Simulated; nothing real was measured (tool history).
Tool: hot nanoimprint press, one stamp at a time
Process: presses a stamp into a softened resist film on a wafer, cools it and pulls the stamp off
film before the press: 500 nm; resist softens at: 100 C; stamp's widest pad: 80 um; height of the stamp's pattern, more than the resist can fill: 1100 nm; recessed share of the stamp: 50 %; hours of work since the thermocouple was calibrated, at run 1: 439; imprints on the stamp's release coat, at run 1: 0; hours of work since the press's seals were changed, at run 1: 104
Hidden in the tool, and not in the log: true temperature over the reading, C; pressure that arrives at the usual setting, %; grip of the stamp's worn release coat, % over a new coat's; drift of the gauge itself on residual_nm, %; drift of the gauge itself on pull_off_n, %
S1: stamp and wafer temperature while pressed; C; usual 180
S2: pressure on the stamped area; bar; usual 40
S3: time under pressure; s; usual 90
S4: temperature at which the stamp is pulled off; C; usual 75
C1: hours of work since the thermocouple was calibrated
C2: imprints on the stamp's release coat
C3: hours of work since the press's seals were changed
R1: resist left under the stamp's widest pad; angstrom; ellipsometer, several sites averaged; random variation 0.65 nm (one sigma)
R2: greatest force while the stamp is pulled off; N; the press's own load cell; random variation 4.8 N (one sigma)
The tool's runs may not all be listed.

run,hour,S1,S2,S3,S4,C1,C2,C3,R1,R2
1,0,180,40,90,75,439,0,104,2235,226
2,49.9,180,40,90,75,467,185,132,2237,246
3,135.3,180,40,59,75,516,501,181,2616,261
4,179.5,180,40,90,75,541,665,206,2221,281
# hour 224.1: plate thermocouple calibrated
5,241.9,180,40,90,75,10,885,240,2372,335
6,286.9,180,24.1,90,75,36,1051,266,2859,341
# hour 333: stamp cleaned and given a new release coat
7,366.8,180,34.7,90,75,78,125,308,2495,238
8,412.1,180,40,135,75,104,293,334,1994,258
9,478.5,180,40,90,80,142,539,371,2350,249
10,549.8,188,40,90,80,182,803,412,1865,270
11,626.3,180,40,90,75,226,1086,456,2317,329
# hour 661.3: stamp cleaned and given a new release coat
12,692.4,180,40,90,75,260,116,490,2325,244
13,749.1,180,40,90,75,292,325,522,2313,262
14,789,180,28.3,90,75,315,473,545,2638,260
15,853.7,180,28.3,90,75,352,713,582,2625,295

The next listed run, before its measurement:
16,913.5,180,28.3,90,75,386,934,616,?,?

R1: 2619 angstrom
R2: 308 N
Without the tool's hidden state the same run would have given R1 2701 angstrom, R2 234 N.
